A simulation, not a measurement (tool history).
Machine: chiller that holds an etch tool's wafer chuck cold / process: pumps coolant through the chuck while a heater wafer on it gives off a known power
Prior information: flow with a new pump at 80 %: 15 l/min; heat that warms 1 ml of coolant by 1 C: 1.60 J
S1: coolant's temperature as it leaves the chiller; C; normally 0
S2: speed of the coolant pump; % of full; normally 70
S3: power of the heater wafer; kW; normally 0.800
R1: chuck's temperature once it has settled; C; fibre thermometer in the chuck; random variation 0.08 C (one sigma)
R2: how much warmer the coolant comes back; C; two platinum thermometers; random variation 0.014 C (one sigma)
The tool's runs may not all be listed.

run 1 hour=0.0 | S1=0 S2=70 S3=0.800 | R1=5.97 R2=2.27
run 2 hour=36.2 | S1=0 S2=70 S3=0.800 | R1=6.05 R2=2.28
run 3 hour=62.7 | S1=0 S2=70 S3=0.800 | R1=5.96 R2=2.30
run 4 hour=88.5 | S1=0 S2=70 S3=0.800 | R1=6.04 R2=2.28
run 5 hour=108.6 | S1=0 S2=70 S3=1.092 | R1=8.06 R2=3.13
run 6 hour=125.1 | S1=0 S2=70 S3=1.092 | R1=8.22 R2=3.10
run 7 hour=143.4 | S1=0 S2=70 S3=0.800 | R1=5.97 R2=2.26
run 8 hour=167.6 | S1=0 S2=70 S3=0.800 | R1=5.94 R2=2.27
run 9 hour=185.6 | S1=0 S2=70 S3=0.800 | R1=6.04 R2=2.30
run 10 hour=208.5 | S1=0 S2=66 S3=0.800 | R1=6.24 R2=2.43
run 11 hour=228.3 | S1=0 S2=66 S3=0.800 | R1=6.25 R2=2.41
-- hour=236.0 coolant pump overhauled
run 12 hour=254.8 | S1=-5 S2=68 S3=0.710 | R1=0.48 R2=2.07
run 13 hour=284.6 | S1=6 S2=60 S3=0.705 | R1=12.06 R2=2.36
run 14 hour=304.0 | S1=0 S2=78 S3=0.800 | R1=5.57 R2=2.03
run 15 hour=321.5 | S1=10 S2=63 S3=0.521 | R1=14.26 R2=1.65
run 16 hour=353.9 | S1=-7 S2=86 S3=0.566 | R1=-3.25 R2=1.31
-- hour=375.6 coolant pump overhauled, once more
run 17 hour=389.7 | S1=-7 S2=86 S3=0.566 | R1=-3.26 R2=1.32

Consider 5 possible next runs. They are alternatives, not a sequence: every one starts from the tool as it was left by run 17. What does each give?
run A hour=418.0 | S1=10 S2=90 S3=0.609 | R1=? R2=?
run B hour=418.0 | S1=-7 S2=86 S3=0.577 | R1=? R2=?
run C hour=418.0 | S1=9 S2=100 S3=0.814 | R1=? R2=?
run D hour=418.0 | S1=0 S2=78 S3=0.869 | R1=? R2=?
run E hour=418.0 | S1=-7 S2=86 S3=0.434 | R1=? R2=?

run=A R1=13.83 R2=1.31
run=B R1=-3.19 R2=1.32
run=C R1=13.72 R2=1.62
run=D R1=6.06 R2=2.23
run=E R1=-4.02 R2=1.01
With the hidden condition removed and each run's random variation left untouched, the same runs would have given:
run=A R1=13.44 R2=1.31
run=B R1=-3.58 R2=1.32
run=C R1=13.30 R2=1.62
run=D R1=5.59 R2=2.23
run=E R1=-4.38 R2=1.01
